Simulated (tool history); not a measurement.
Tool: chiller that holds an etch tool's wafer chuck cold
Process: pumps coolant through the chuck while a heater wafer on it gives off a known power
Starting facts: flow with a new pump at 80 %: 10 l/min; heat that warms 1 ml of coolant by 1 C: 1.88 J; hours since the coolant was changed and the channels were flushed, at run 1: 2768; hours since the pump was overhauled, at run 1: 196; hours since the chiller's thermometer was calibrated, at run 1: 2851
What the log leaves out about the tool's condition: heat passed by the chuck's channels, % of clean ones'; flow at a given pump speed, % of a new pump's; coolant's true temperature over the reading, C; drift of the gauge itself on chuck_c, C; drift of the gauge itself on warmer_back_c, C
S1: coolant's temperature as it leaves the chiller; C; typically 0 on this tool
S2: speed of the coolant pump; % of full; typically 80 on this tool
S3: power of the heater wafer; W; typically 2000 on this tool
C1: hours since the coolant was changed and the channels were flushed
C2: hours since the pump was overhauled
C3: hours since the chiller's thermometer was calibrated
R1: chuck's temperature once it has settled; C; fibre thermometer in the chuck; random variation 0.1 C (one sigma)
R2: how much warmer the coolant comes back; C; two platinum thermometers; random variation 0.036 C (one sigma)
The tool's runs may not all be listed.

{"run": 1, "hour": 0.0, "S1": 0, "S2": 80, "S3": 2000, "C1": 2768, "C2": 196, "C3": 2851, "R1": 16.2, "R2": 6.47}
{"run": 2, "hour": 23.2, "S1": 0, "S2": 80, "S3": 2000, "C1": 2792, "C2": 219, "C3": 2874, "R1": 16.3, "R2": 6.46}
{"run": 3, "hour": 39.9, "S1": 0, "S2": 80, "S3": 2000, "C1": 2808, "C2": 235, "C3": 2891, "R1": 16.3, "R2": 6.46}
{"hour": 60.8, "done": "chiller's thermometer calibrated"}
{"run": 4, "hour": 68.2, "S1": 0, "S2": 80, "S3": 2148, "C1": 2835, "C2": 263, "C3": 7, "R1": 17.9, "R2": 7.01}
{"run": 5, "hour": 96.2, "S1": 0, "S2": 80, "S3": 2148, "C1": 2864, "C2": 291, "C3": 35, "R1": 17.8, "R2": 6.99}
{"run": 6, "hour": 120.3, "S1": 0, "S2": 80, "S3": 2148, "C1": 2888, "C2": 315, "C3": 60, "R1": 18.0, "R2": 6.97}
{"run": 7, "hour": 140.4, "S1": 0, "S2": 80, "S3": 2148, "C1": 2908, "C2": 335, "C3": 80, "R1": 17.8, "R2": 6.97}
{"run": 8, "hour": 159.0, "S1": 0, "S2": 80, "S3": 2148, "C1": 2926, "C2": 354, "C3": 98, "R1": 17.9, "R2": 7.02}
{"run": 9, "hour": 189.5, "S1": 0, "S2": 80, "S3": 2148, "C1": 2957, "C2": 384, "C3": 129, "R1": 18.1, "R2": 7.05}
{"run": 10, "hour": 209.5, "S1": 0, "S2": 80, "S3": 2148, "C1": 2977, "C2": 404, "C3": 149, "R1": 18.0, "R2": 7.0}
{"run": 11, "hour": 238.9, "S1": 0, "S2": 80, "S3": 2148, "C1": 3006, "C2": 433, "C3": 178, "R1": 17.9, "R2": 6.96}
{"run": 12, "hour": 269.9, "S1": 0, "S2": 80, "S3": 2148, "C1": 3037, "C2": 465, "C3": 209, "R1": 17.9, "R2": 7.0}
{"run": 13, "hour": 300.6, "S1": 0, "S2": 69, "S3": 2000, "C1": 3068, "C2": 495, "C3": 240, "R1": 18.2, "R2": 7.52}
{"run": 14, "hour": 325.7, "S1": 0, "S2": 80, "S3": 2000, "C1": 3093, "C2": 520, "C3": 265, "R1": 16.6, "R2": 6.54}
{"run": 15, "hour": 343.2, "S1": 0, "S2": 80, "S3": 2000, "C1": 3110, "C2": 538, "C3": 282, "R1": 16.8, "R2": 6.55}
{"run": 16, "hour": 356.1, "S1": -2, "S2": 80, "S3": 2000, "C1": 3123, "C2": 551, "C3": 295, "R1": 14.8, "R2": 6.59}
{"run": 17, "hour": 387.6, "S1": -2, "S2": 80, "S3": 2000, "C1": 3155, "C2": 582, "C3": 327, "R1": 14.9, "R2": 6.55}
{"run": 18, "hour": 416.9, "S1": -2, "S2": 80, "S3": 2000, "C1": 3184, "C2": 612, "C3": 356, "R1": 14.7, "R2": 6.51}
{"run": 19, "hour": 432.1, "S1": -2, "S2": 80, "S3": 2000, "C1": 3199, "C2": 627, "C3": 371, "R1": 15.0, "R2": 6.51}
{"run": 20, "hour": 450.6, "S1": 0, "S2": 80, "S3": 1491, "C1": 3218, "C2": 645, "C3": 390, "R1": 12.7, "R2": 4.89}
{"run": 21, "hour": 480.4, "S1": 8, "S2": 61, "S3": 2414, "C1": 3248, "C2": 675, "C3": 420, "R1": 31.8, "R2": 10.21}
{"run": 22, "hour": 510.6, "S1": -2, "S2": 97, "S3": 2232, "C1": 3278, "C2": 705, "C3": 450, "R1": 14.9, "R2": 6.09}
{"run": 23, "hour": 535.3, "S1": -4, "S2": 100, "S3": 1555, "C1": 3303, "C2": 730, "C3": 475, "R1": 7.6, "R2": 4.12}
{"run": 24, "hour": 554.2, "S1": -4, "S2": 64, "S3": 1875, "C1": 3321, "C2": 749, "C3": 493, "R1": 14.2, "R2": 7.58}
{"run": 25, "hour": 569.0, "S1": -4, "S2": 64, "S3": 1875, "C1": 3336, "C2": 764, "C3": 508, "R1": 13.9, "R2": 7.62}
{"run": 26, "hour": 591.9, "S1": -5, "S2": 83, "S3": 2021, "C1": 3359, "C2": 787, "C3": 531, "R1": 11.9, "R2": 6.4}
{"run": 27, "hour": 608.6, "S1": -5, "S2": 83, "S3": 2021, "C1": 3376, "C2": 803, "C3": 548, "R1": 11.6, "R2": 6.42}
{"run": 28, "hour": 630.6, "S1": -4, "S2": 91, "S3": 2254, "C1": 3398, "C2": 825, "C3": 570, "R1": 13.7, "R2": 6.55}
{"run": 29, "hour": 654.1, "S1": 2, "S2": 66, "S3": 2958, "C1": 3421, "C2": 849, "C3": 593, "R1": 29.8, "R2": 11.7}
{"run": 30, "hour": 683.3, "S1": 2, "S2": 66, "S3": 2958, "C1": 3451, "C2": 878, "C3": 623, "R1": 29.9, "R2": 11.66}
{"run": 31, "hour": 699.8, "S1": 2, "S2": 66, "S3": 2958, "C1": 3467, "C2": 894, "C3": 639, "R1": 30.1, "R2": 11.71}

4 options for the next run, each taken on its own from the tool as it stands now. Forecast them:
{"run": "A", "hour": 729.2, "S1": 1, "S2": 93, "S3": 1187, "C1": 3496, "C2": 924, "C3": 668, "R1": "?", "R2": "?"}
{"run": "B", "hour": 729.2, "S1": 0, "S2": 80, "S3": 1222, "C1": 3496, "C2": 924, "C3": 668, "R1": "?", "R2": "?"}
{"run": "C", "hour": 729.2, "S1": 3, "S2": 64, "S3": 2571, "C1": 3496, "C2": 924, "C3": 668, "R1": "?", "R2": "?"}
{"run": "D", "hour": 729.2, "S1": 5, "S2": 66, "S3": 2958, "C1": 3496, "C2": 924, "C3": 668, "R1": "?", "R2": "?"}

run=A R1=10.2 R2=3.41
run=B R1=10.4 R2=4.04
run=C R1=27.7 R2=10.40
run=D R1=33.2 R2=11.71
What these runs would have given with no unlogged condition in the tool:
run=A R1=9.4 R2=3.31
run=B R1=9.4 R2=3.93
run=C R1=25.4 R2=10.09
run=D R1=30.5 R2=11.38
